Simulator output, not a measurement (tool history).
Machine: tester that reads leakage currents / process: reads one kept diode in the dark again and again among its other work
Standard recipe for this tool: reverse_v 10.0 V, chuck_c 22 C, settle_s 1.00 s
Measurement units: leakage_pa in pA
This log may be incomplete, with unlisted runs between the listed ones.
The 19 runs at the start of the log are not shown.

| run | hour | reverse_v | chuck_c | settle_s | hours of work since the probe card was cleaned | hours of work since the tester was calibrated | hours of work since the chuck was calibrated | leakage_pa |
|---|---|---|---|---|---|---|---|---|
| 20 | 816.0 | 10.0 | 22 | 1.00 | 1540 | 1092 | 184 | 223.59 |
| 21 | 851.9 | 10.0 | 22 | 1.00 | 1557 | 1110 | 201 | 223.32 |
| 22 | 887.4 | 10.0 | 22 | 1.00 | 1575 | 1127 | 219 | 227.10 |
| 23 | 935.7 | 10.0 | 21 | 1.00 | 1598 | 1151 | 242 | 211.17 |
| 24 | 995.0 | 1.1 | 27 | 1.00 | 1627 | 1179 | 271 | 93.22 |
| 25 | 1029.2 | 4.7 | 26 | 0.38 | 1644 | 1196 | 288 | 201.54 |
| 26 | 1059.1 | 1.2 | 31 | 0.45 | 1658 | 1211 | 302 | 135.01 |
|  | 1065.1 | tester calibrated |
| 27 | 1115.9 | 1.7 | 32 | 1.00 | 1685 | 25 | 329 | 178.92 |
| 28 | 1148.9 | 1.7 | 32 | 1.00 | 1701 | 41 | 345 | 180.42 |
| 29 | 1186.5 | 1.7 | 32 | 1.00 | 1719 | 59 | 363 | 181.80 |
| 30 | 1215.2 | 1.7 | 32 | 1.00 | 1733 | 73 | 377 | 182.32 |
| 31 | 1249.7 | 1.7 | 32 | 1.00 | 1750 | 90 | 394 | 182.47 |

What will run 32 give?
|  | 1274.4 | tester calibrated, once more |
| 32 | 1295.8 | 1.2 | 20 | 1.61 | 1772 | 10 | 415 | ? |

{"run 32": {"leakage_pa": 59.42}}
The same run, on a tool lacking any hidden state, would have yielded leakage_pa 49.52 pA.
